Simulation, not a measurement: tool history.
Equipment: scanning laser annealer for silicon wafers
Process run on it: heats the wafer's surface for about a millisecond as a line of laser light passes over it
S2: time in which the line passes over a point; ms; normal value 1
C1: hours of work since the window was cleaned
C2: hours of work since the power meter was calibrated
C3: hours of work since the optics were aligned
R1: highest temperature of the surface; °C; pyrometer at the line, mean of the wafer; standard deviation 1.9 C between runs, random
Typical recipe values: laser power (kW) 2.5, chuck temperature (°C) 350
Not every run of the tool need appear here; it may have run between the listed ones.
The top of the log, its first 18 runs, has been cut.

{"run": 19, "hour": 881.7, "laser power (kW)": 2.561, "S2": 0.85, "chuck temperature (°C)": 364, "C1": 800, "C2": 1683, "C3": 441, "R1": 1126}
{"hour": 913.0, "done": "window over the wafer cleaned"}
{"run": 20, "hour": 937.4, "laser power (kW)": 2.561, "S2": 0.85, "chuck temperature (°C)": 364, "C1": 17, "C2": 1721, "C3": 479, "R1": 1126}
{"run": 21, "hour": 1001.6, "laser power (kW)": 2.453, "S2": 1.08, "chuck temperature (°C)": 380, "C1": 62, "C2": 1766, "C3": 524, "R1": 1196}
{"run": 22, "hour": 1052.2, "laser power (kW)": 2.287, "S2": 0.76, "chuck temperature (°C)": 329, "C1": 97, "C2": 1801, "C3": 559, "R1": 985}
{"run": 23, "hour": 1109.8, "laser power (kW)": 2.5, "S2": 1, "chuck temperature (°C)": 372, "C1": 138, "C2": 1841, "C3": 599, "R1": 1174}
{"run": 24, "hour": 1152.0, "laser power (kW)": 2.657, "S2": 1, "chuck temperature (°C)": 372, "C1": 167, "C2": 1871, "C3": 629, "R1": 1219}
{"run": 25, "hour": 1201.5, "laser power (kW)": 2.325, "S2": 0.94, "chuck temperature (°C)": 346, "C1": 202, "C2": 1906, "C3": 664, "R1": 1076}
{"run": 26, "hour": 1257.3, "laser power (kW)": 2.325, "S2": 0.94, "chuck temperature (°C)": 346, "C1": 241, "C2": 1945, "C3": 703, "R1": 1075}
{"run": 27, "hour": 1323.0, "laser power (kW)": 2.578, "S2": 0.88, "chuck temperature (°C)": 350, "C1": 287, "C2": 1991, "C3": 749, "R1": 1133}
{"run": 28, "hour": 1368.6, "laser power (kW)": 2.502, "S2": 1.2, "chuck temperature (°C)": 350, "C1": 319, "C2": 2022, "C3": 781, "R1": 1216}
{"run": 29, "hour": 1404.1, "laser power (kW)": 2.502, "S2": 1.2, "chuck temperature (°C)": 321, "C1": 343, "C2": 2047, "C3": 805, "R1": 1190}
{"run": 30, "hour": 1452.4, "laser power (kW)": 2.502, "S2": 1.2, "chuck temperature (°C)": 321, "C1": 377, "C2": 2081, "C3": 839, "R1": 1187}
{"run": 31, "hour": 1507.1, "laser power (kW)": 2.323, "S2": 1, "chuck temperature (°C)": 318, "C1": 416, "C2": 2119, "C3": 877, "R1": 1068}
{"run": 32, "hour": 1573.2, "laser power (kW)": 2.323, "S2": 1, "chuck temperature (°C)": 318, "C1": 462, "C2": 2165, "C3": 924, "R1": 1066}
{"run": 33, "hour": 1641.1, "laser power (kW)": 2.323, "S2": 1, "chuck temperature (°C)": 318, "C1": 509, "C2": 2213, "C3": 971, "R1": 1069}
{"run": 34, "hour": 1693.2, "laser power (kW)": 2.708, "S2": 1, "chuck temperature (°C)": 350, "C1": 546, "C2": 2249, "C3": 1008, "R1": 1209}
{"run": 35, "hour": 1723.7, "laser power (kW)": 2.167, "S2": 0.93, "chuck temperature (°C)": 315, "C1": 567, "C2": 2271, "C3": 1029, "R1": 995}

5 options for the next run, each taken on its own from the tool as it stands now. Forecast them:
{"run": "A", "hour": 1777.2, "laser power (kW)": 2.749, "S2": 0.93, "chuck temperature (°C)": 344, "C1": 604, "C2": 2308, "C3": 1066, "R1": "?"}
{"run": "B", "hour": 1777.2, "laser power (kW)": 2.319, "S2": 1, "chuck temperature (°C)": 350, "C1": 604, "C2": 2308, "C3": 1066, "R1": "?"}
{"run": "C", "hour": 1777.2, "laser power (kW)": 2.167, "S2": 0.74, "chuck temperature (°C)": 315, "C1": 604, "C2": 2308, "C3": 1066, "R1": "?"}
{"run": "D", "hour": 1777.2, "laser power (kW)": 2.167, "S2": 0.79, "chuck temperature (°C)": 328, "C1": 604, "C2": 2308, "C3": 1066, "R1": "?"}
{"run": "E", "hour": 1777.2, "laser power (kW)": 2.636, "S2": 0.86, "chuck temperature (°C)": 363, "C1": 604, "C2": 2308, "C3": 1066, "R1": "?"}

run=A R1=1184
run=B R1=1097
run=C R1=930
run=D R1=961
run=E R1=1150
Without the tool's hidden state the same runs would have given:
run=A R1=1184
run=B R1=1098
run=C R1=930
run=D R1=962
run=E R1=1150

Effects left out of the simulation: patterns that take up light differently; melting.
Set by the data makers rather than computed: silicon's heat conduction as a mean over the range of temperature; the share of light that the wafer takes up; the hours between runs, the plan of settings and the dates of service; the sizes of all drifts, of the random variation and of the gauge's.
